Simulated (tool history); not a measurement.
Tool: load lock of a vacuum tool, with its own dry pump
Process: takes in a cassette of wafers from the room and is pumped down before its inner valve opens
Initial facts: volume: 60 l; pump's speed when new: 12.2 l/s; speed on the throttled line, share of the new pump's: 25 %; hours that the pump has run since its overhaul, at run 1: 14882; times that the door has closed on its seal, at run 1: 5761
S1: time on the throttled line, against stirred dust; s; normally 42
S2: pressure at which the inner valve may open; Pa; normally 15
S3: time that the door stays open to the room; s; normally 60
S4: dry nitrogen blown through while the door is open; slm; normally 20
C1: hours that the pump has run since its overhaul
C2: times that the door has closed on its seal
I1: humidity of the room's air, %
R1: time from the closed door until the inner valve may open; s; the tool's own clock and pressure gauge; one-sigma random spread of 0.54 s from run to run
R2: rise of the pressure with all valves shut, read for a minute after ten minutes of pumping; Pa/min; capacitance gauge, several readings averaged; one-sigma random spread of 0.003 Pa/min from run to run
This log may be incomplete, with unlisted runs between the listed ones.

run 1 hour=0.0 | S1=42 S2=15 S3=60 S4=20 | C1=14882 C2=5761 | I1=46.1 | R1=83.4 R2=0.067
run 2 hour=215.3 | S1=42 S2=15 S3=60 S4=20 | C1=15098 C2=6115 | I1=43.2 | R1=81.8 R2=0.063
run 3 hour=409.6 | S1=42 S2=15 S3=60 S4=20 | C1=15292 C2=6434 | I1=42.4 | R1=83.8 R2=0.068
run 4 hour=668.5 | S1=42 S2=15 S3=60 S4=20 | C1=15551 C2=6859 | I1=44.7 | R1=84.0 R2=0.077
run 5 hour=901.1 | S1=42 S2=15 S3=60 S4=20 | C1=15783 C2=7241 | I1=44.2 | R1=83.2 R2=0.075
run 6 hour=1121.3 | S1=42 S2=15 S3=60 S4=12 | C1=16004 C2=7602 | I1=45.7 | R1=83.3 R2=0.088
run 7 hour=1347.5 | S1=52 S2=15 S3=60 S4=12 | C1=16230 C2=7974 | I1=45.6 | R1=89.4 R2=0.095
run 8 hour=1516.6 | S1=52 S2=15 S3=60 S4=12 | C1=16399 C2=8251 | I1=45.7 | R1=90.5 R2=0.093
run 9 hour=1804.1 | S1=52 S2=15 S3=60 S4=12 | C1=16686 C2=8723 | I1=47.2 | R1=90.9 R2=0.099
-- hour=1946.5 dry pump taken out, an overhauled one fitted
run 10 hour=2100.9 | S1=63 S2=15 S3=60 S4=20 | C1=154 C2=9201 | I1=45.3 | R1=90.6 R2=0.099
run 11 hour=2384.8 | S1=63 S2=15 S3=30 S4=20 | C1=438 C2=9667 | I1=47.3 | R1=91.0 R2=0.084
run 12 hour=2680.5 | S1=42 S2=18 S3=32 S4=23 | C1=734 C2=10152 | I1=45.9 | R1=74.4 R2=0.094
run 13 hour=2812.6 | S1=42 S2=26 S3=230 S4=9 | C1=866 C2=10369 | I1=48.5 | R1=73.4 R2=0.160
run 14 hour=3011.7 | S1=58 S2=26 S3=230 S4=13 | C1=1065 C2=10696 | I1=45.5 | R1=84.7 R2=0.150
run 15 hour=3175.5 | S1=58 S2=26 S3=230 S4=13 | C1=1229 C2=10965 | I1=45.8 | R1=84.8 R2=0.145
run 16 hour=3349.2 | S1=21 S2=26 S3=87 S4=13 | C1=1403 C2=11250 | I1=42.1 | R1=57.6 R2=0.124
run 17 hour=3478.9 | S1=21 S2=21 S3=31 S4=13 | C1=1532 C2=11463 | I1=46.1 | R1=58.1 R2=0.107
run 18 hour=3729.9 | S1=21 S2=21 S3=31 S4=13 | C1=1783 C2=11875 | I1=46.2 | R1=58.9 R2=0.118
run 19 hour=4021.5 | S1=42 S2=29 S3=72 S4=20 | C1=2075 C2=12354 | I1=46.2 | R1=72.3 R2=0.126

What differs in the tool's unlogged condition from the final listed run ahead of each entry between runs to the first listed run following it?
Runs 9 to 10: dry pump taken out, an overhauled one fitted (hour 1946.5)
  pump's speed, % of a new pump's: 78.2 -> 99.9; leak at the door's seal, Pa l/s: 0.0568 -> 0.0606
  difference, measured minus the result without the unlogged condition, R1: +8.5 -> +0.0 s; R2: +0.056 -> +0.060 Pa/min

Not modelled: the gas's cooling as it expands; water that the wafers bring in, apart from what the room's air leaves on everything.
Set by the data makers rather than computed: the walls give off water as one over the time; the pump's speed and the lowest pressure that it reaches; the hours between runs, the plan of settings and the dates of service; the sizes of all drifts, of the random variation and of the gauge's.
